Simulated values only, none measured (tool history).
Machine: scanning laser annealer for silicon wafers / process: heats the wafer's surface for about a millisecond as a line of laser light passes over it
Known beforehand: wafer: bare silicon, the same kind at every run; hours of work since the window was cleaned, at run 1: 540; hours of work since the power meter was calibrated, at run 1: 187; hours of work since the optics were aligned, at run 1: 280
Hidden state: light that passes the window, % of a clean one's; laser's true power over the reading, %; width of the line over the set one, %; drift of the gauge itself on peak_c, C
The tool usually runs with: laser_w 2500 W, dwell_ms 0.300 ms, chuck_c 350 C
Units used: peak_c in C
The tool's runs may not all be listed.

run   hour  laser_w  dwell_ms  chuck_c  hours of work since the window was cleaned  hours of work since the power meter was calibrated  hours of work since the optics were aligned  peak_c
  1    0.0     2500     0.300      350                                         540                                                 187                                          280    1065
  2   10.5     2500     0.300      354                                         545                                                 191                                          285    1069
  3   20.7     2500     0.300      354                                         549                                                 196                                          290    1066
  4   29.9     2500     0.300      354                                         554                                                 200                                          294    1066
  5   39.5     2500     0.300      354                                         558                                                 205                                          299    1066
  6   48.7     2500     0.300      384                                         562                                                 209                                          303    1096
  7   58.3     2500     0.300      384                                         567                                                 214                                          307    1099
  8   67.5     2730     0.300      384                                         571                                                 218                                          311    1162
  9   76.0     2730     0.300      384                                         575                                                 222                                          315    1159
 10   86.5     2500     0.300      380                                         580                                                 227                                          320    1093
 11   97.4     2500     0.300      350                                         585                                                 232                                          325    1063
     103.0  -- optics aligned, line set to its width
 12  108.5     2500     0.271      350                                         588                                                 234                                            3    1025
 13  114.5     2500     0.300      350                                         590                                                 237                                            5    1056
 14  123.0     2500     0.318      350                                         594                                                 241                                            9    1077
 15  129.1     2500     0.318      350                                         597                                                 244                                           12    1079
 16  140.0     2500     0.318      350                                         602                                                 249                                           17    1080
 17  149.1     2500     0.318      350                                         606                                                 253                                           21    1080
 18  158.1     2500     0.282      350                                         611                                                 257                                           25    1035
     168.8  -- optics aligned, line set to its width, once more
 19  173.3     2500     0.282      350                                         615                                                 262                                            2    1039
 20  183.5     2500     0.236      350                                         620                                                 267                                            7     980
 21  191.6     2492     0.247      351                                         624                                                 271                                           11     994
 22  200.9     2602     0.300      375                                         628                                                 275                                           15    1114
 23  211.1     2476     0.300      350                                         633                                                 280                                           20    1051
 24  219.6     2476     0.300      350                                         637                                                 283                                           23    1055
 25  227.8     2500     0.310      378                                         640                                                 287                                           27    1099
 26  238.3     2501     0.355      320                                         645                                                 292                                           32    1088
 27  243.3     2601     0.300      329                                         648                                                 294                                           34    1065
 28  250.7     2601     0.340      329                                         651                                                 298                                           38    1111
 29  259.6     2441     0.251      350                                         655                                                 302                                           42     979
 30  269.3     2441     0.251      377                                         660                                                 306                                           46    1008
 31  274.9     2441     0.251      377                                         662                                                 309                                           49    1007
     284.2  -- window over the wafer cleaned
 32  288.3     2256     0.268      346                                           2                                                 314                                           54     984
 33  299.2     2500     0.297      360                                           7                                                 319                                           59    1104
 34  309.4     2196     0.297      360                                          12                                                 324                                           64    1013
 35  315.8     2196     0.297      360                                          15                                                 327                                           67    1010
 36  326.4     2196     0.297      360                                          19                                                 332                                           72    1014
 37  332.7     2632     0.300      350                                          22                                                 335                                           75    1138
 38  339.5     2432     0.337      312                                          26                                                 338                                           78    1082
 39  349.0     2242     0.305      326                                          30                                                 342                                           82    1003
 40  355.8     2500     0.300      385                                          33                                                 345                                           85    1133

For each entry between runs, how does the tool's hidden state at the last listed run before it compare with that at the first listed run after it?
In the gap between runs 11 and 12: optics aligned, line set to its width (hour 103.0)
  light that passes the window, % of a clean one's: 94.86 -> 94.83; width of the line over the set one, %: 0.57 -> 0.78
  the result without the hidden state subtracted from the measured one, peak_c: -44 -> -43 C
In the gap between runs 18 and 19: optics aligned, line set to its width, once more (hour 168.8)
  light that passes the window, % of a clean one's: 94.63 -> 94.59; width of the line over the set one, %: 0.82 -> 0.08
  the result without the hidden state subtracted from the measured one, peak_c: -45 -> -43 C
In the gap between runs 31 and 32: window over the wafer cleaned (hour 284.2)
  light that passes the window, % of a clean one's: 94.18 -> 99.83; laser's true power over the reading, %: -0.4 -> -0.41; width of the line over the set one, %: 0.16 -> 0.17
  the result without the hidden state subtracted from the measured one, peak_c: -43 -> -4 C

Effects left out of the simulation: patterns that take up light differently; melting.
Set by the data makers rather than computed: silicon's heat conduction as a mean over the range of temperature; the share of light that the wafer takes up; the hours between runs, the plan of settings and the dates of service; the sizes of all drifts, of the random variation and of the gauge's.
